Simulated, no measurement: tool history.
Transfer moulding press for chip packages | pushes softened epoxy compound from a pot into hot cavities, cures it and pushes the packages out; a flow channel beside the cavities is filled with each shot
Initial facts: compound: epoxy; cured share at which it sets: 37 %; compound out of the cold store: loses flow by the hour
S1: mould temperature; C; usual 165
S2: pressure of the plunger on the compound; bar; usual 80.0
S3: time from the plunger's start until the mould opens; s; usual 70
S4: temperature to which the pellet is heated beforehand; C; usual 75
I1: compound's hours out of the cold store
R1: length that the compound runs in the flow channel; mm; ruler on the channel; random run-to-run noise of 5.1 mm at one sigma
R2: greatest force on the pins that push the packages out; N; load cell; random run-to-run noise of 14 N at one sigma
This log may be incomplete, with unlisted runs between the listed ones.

run	hour	S1	S2	S3	S4	I1	R1	R2
1	0.0	165	80.0	70	75	22.0	675	966
2	18.4	165	80.0	70	75	28.3	676	1077
# hour 33.4: cavities cleaned with cleaning compound and waxed
3	37.0	165	80.0	70	75	39.6	643	689
4	56.4	163	80.0	70	75	9.0	697	1131
5	70.1	163	80.0	70	75	38.8	663	1195
6	79.5	163	80.0	70	75	25.7	676	1328
# hour 93.5: cavities cleaned with cleaning compound and waxed
7	101.1	165	80.0	83	75	21.4	659	544
8	110.7	165	80.0	83	75	12.5	685	628
9	119.2	165	80.0	83	75	14.0	672	694
10	132.8	165	80.0	83	75	24.2	660	755
# hour 153.2: cavities cleaned with cleaning compound and waxed
11	153.5	165	80.0	70	75	44.3	627	598
12	164.3	165	80.0	70	75	47.7	617	780
13	181.1	165	68.3	57	73	45.8	577	1704
14	196.0	162	76.5	83	73	46.5	608	872
15	206.6	167	80.0	70	75	9.1	660	999
# hour 213.3: cavities cleaned with cleaning compound and waxed
16	221.8	167	80.0	70	75	17.5	646	661
17	234.7	171	63.8	70	75	12.8	567	622
18	249.5	165	80.0	55	85	18.7	646	1923
19	269.6	165	80.0	78	75	12.8	662	887
# hour 272.9: cavities cleaned with cleaning compound and waxed
# hour 289.6: plunger's sealing rings changed
20	292.2	165	86.3	70	67	18.2	721	900
21	304.5	165	86.3	70	67	16.6	719	1036
22	316.8	165	80.0	68	66	34.7	666	1168
23	325.3	165	80.0	68	66	42.2	654	1231

Results per run with the tool's hidden condition removed, run-to-run variation unchanged:
What the log doesn't record here: true mould temperature over the reading, C; pressure that reaches the compound, % of what is set; grip of the stained cavities, % over clean ones'; drift of the gauge itself on flow_mm, %; drift of the gauge itself on push_out_n, %.
run	R1	R2
1	684	648
2	688	632
3	656	654
4	715	800
5	682	756
6	697	792
7	683	469
8	711	468
9	699	472
10	688	459
11	657	619
12	649	644
13	608	1154
14	644	527
15	700	577
16	688	574
17	606	439
18	693	1214
19	714	501
20	724	697
21	725	699
22	673	717
23	662	724

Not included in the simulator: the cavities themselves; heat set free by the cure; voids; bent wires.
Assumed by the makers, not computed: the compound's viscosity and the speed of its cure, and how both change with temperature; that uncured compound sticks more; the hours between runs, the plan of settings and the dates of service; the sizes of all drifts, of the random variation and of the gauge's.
